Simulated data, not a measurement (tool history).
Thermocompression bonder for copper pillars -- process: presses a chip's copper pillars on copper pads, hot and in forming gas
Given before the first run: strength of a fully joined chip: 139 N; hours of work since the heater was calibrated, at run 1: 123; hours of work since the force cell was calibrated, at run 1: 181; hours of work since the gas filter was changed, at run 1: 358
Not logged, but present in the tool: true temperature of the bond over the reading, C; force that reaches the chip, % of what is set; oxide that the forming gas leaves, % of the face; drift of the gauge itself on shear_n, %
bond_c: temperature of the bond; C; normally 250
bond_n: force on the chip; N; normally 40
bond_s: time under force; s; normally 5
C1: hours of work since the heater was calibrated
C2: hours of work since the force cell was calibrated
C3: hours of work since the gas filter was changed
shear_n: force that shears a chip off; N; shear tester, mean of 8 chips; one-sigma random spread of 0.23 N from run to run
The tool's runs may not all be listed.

run 1 hour=0.0 | bond_c=250 bond_n=40 bond_s=5 | C1=123 C2=181 C3=358 | shear_n=49.2
run 2 hour=23.9 | bond_c=250 bond_n=40 bond_s=5 | C1=141 C2=198 C3=375 | shear_n=48.8
run 3 hour=46.3 | bond_c=250 bond_n=40 bond_s=5 | C1=157 C2=215 C3=392 | shear_n=49.3
run 4 hour=77.5 | bond_c=250 bond_n=40 bond_s=5 | C1=181 C2=238 C3=415 | shear_n=48.8
-- hour=120.5 forming gas filter changed
run 5 hour=125.0 | bond_c=250 bond_n=40 bond_s=5 | C1=216 C2=274 C3=3 | shear_n=50.7
run 6 hour=160.2 | bond_c=250 bond_n=40 bond_s=5 | C1=242 C2=300 C3=30 | shear_n=50.6
run 7 hour=190.2 | bond_c=250 bond_n=40 bond_s=5 | C1=264 C2=322 C3=52 | shear_n=50.4
run 8 hour=223.0 | bond_c=250 bond_n=40 bond_s=5 | C1=289 C2=347 C3=77 | shear_n=50.4
run 9 hour=268.2 | bond_c=250 bond_n=40 bond_s=5 | C1=323 C2=381 C3=110 | shear_n=50.4
run 10 hour=306.4 | bond_c=277 bond_n=28 bond_s=6 | C1=351 C2=409 C3=139 | shear_n=54.5
run 11 hour=333.1 | bond_c=226 bond_n=29 bond_s=4 | C1=371 C2=429 C3=159 | shear_n=21.3
run 12 hour=366.7 | bond_c=226 bond_n=29 bond_s=4 | C1=396 C2=454 C3=184 | shear_n=21.1
run 13 hour=404.8 | bond_c=226 bond_n=29 bond_s=3 | C1=425 C2=483 C3=212 | shear_n=18.5
run 14 hour=446.2 | bond_c=220 bond_n=26 bond_s=9 | C1=456 C2=513 C3=243 | shear_n=23.7
run 15 hour=490.8 | bond_c=231 bond_n=40 bond_s=6 | C1=489 C2=547 C3=277 | shear_n=39.5
run 16 hour=517.2 | bond_c=231 bond_n=40 bond_s=6 | C1=509 C2=566 C3=296 | shear_n=39.4
run 17 hour=558.1 | bond_c=255 bond_n=42 bond_s=4 | C1=539 C2=597 C3=327 | shear_n=51.2
run 18 hour=603.0 | bond_c=234 bond_n=25 bond_s=4 | C1=573 C2=631 C3=360 | shear_n=20.1

Each row is a separate what-if for the run after 18, all from the same tool condition, not one after another. Results?
run A hour=641.2 | bond_c=242 bond_n=26 bond_s=4 | C1=601 C2=659 C3=389 | shear_n=?
run B hour=641.2 | bond_c=234 bond_n=34 bond_s=9 | C1=601 C2=659 C3=389 | shear_n=?
run C hour=641.2 | bond_c=234 bond_n=25 bond_s=9 | C1=601 C2=659 C3=389 | shear_n=?
run D hour=641.2 | bond_c=250 bond_n=57 bond_s=5 | C1=601 C2=659 C3=389 | shear_n=?

run=A shear_n=24.4
run=B shear_n=41.1
run=C shear_n=29.1
run=D shear_n=69.7
With the hidden condition removed and each run's random variation left untouched, the same runs would have given:
run=A shear_n=25.0
run=B shear_n=42.0
run=C shear_n=29.8
run=D shear_n=71.6

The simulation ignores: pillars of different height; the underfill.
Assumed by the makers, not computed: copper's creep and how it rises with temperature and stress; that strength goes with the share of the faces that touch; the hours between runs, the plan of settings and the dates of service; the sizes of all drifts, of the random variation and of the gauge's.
